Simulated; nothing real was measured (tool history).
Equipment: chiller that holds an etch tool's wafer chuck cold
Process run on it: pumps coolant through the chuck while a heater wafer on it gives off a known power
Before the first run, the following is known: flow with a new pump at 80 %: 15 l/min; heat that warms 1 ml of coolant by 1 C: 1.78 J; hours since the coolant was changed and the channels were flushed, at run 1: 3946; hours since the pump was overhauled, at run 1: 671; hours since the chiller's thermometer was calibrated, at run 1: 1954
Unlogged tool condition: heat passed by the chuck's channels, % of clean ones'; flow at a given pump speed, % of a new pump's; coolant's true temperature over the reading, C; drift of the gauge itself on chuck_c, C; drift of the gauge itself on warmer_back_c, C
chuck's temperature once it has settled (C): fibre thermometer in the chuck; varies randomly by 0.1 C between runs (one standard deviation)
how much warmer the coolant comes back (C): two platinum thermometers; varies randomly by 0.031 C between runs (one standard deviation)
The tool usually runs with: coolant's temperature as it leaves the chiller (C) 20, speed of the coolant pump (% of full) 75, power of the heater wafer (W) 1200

run	day	coolant's temperature as it leaves the chiller (C)	speed of the coolant pump (% of full)	power of the heater wafer (W)	hours since the coolant was changed and the channels were flushed	hours since the pump was overhauled	hours since the chiller's thermometer was calibrated	chuck's temperature once it has settled (C)	how much warmer the coolant comes back (C)
1	0	20	75	1200	3946	671	1954	28.7	2.97
2	0.904	20	75	1200	3968	692	1976	28.8	2.93
3	2.067	20	75	1200	3996	720	2004	28.9	2.94
4	2.925	20	75	1419	4017	741	2024	30.6	3.46
5	4.425	20	75	1419	4053	777	2061	30.5	3.43
6	5.508	20	75	1419	4079	803	2086	30.4	3.47
7	6.671	20	75	1419	4106	831	2114	30.5	3.5
8	7.883	20	75	1419	4136	860	2144	30.4	3.52
9	9.058	20	75	1419	4164	888	2172	30.5	3.48
10	10.208	20	75	1419	4191	916	2199	30.6	3.46
11	11.475	20	75	1419	4222	946	2230	30.5	3.52
# day 11.979: chiller's thermometer calibrated
12	12.925	20	75	1419	4256	980	23	30.4	3.49
13	13.904	12	72	1200	4279	1003	46	21	3.08
14	14.629	25	85	1727	4296	1021	64	36.8	3.78
15	16.158	20	78	1200	4333	1057	100	28.7	2.85
16	16.942	20	64	1211	4352	1076	119	29.8	3.45
17	18.204	18	64	652	4382	1106	149	23.2	1.93
18	19.75	18	84	1282	4419	1144	187	26.9	2.83
19	20.85	18	83	871	4446	1170	213	24	1.98
20	22.279	18	83	871	4480	1204	247	24.3	1.95
21	23.588	18	83	871	4511	1236	279	24	1.97
22	24.567	14	92	649	4535	1259	302	18.3	1.32
23	25.992	20	67	1175	4569	1293	336	29.5	3.33
24	27.196	28	71	1525	4598	1322	365	39.8	3.96

Alternative continuations, all from the tool just after run 24; predict every row:
A	27.871	28	71	1294	4614	1338	381	?	?
B	27.871	29	89	1525	4614	1338	381	?	?
C	27.871	24	96	864	4614	1338	381	?	?
D	27.871	11	75	1200	4614	1338	381	?	?
E	27.871	20	75	826	4614	1338	381	?	?

run	chuck's temperature once it has settled (C)	how much warmer the coolant comes back (C)
A	38.1	3.41
B	39.4	3.15
C	29.7	1.63
D	20.1	2.99
E	26.6	2.07
With no hidden state in the tool, these same runs would have given:
run	chuck's temperature once it has settled (C)	how much warmer the coolant comes back (C)
A	36.9	3.31
B	38.1	3.06
C	28.9	1.58
D	18.9	2.89
E	25.8	2

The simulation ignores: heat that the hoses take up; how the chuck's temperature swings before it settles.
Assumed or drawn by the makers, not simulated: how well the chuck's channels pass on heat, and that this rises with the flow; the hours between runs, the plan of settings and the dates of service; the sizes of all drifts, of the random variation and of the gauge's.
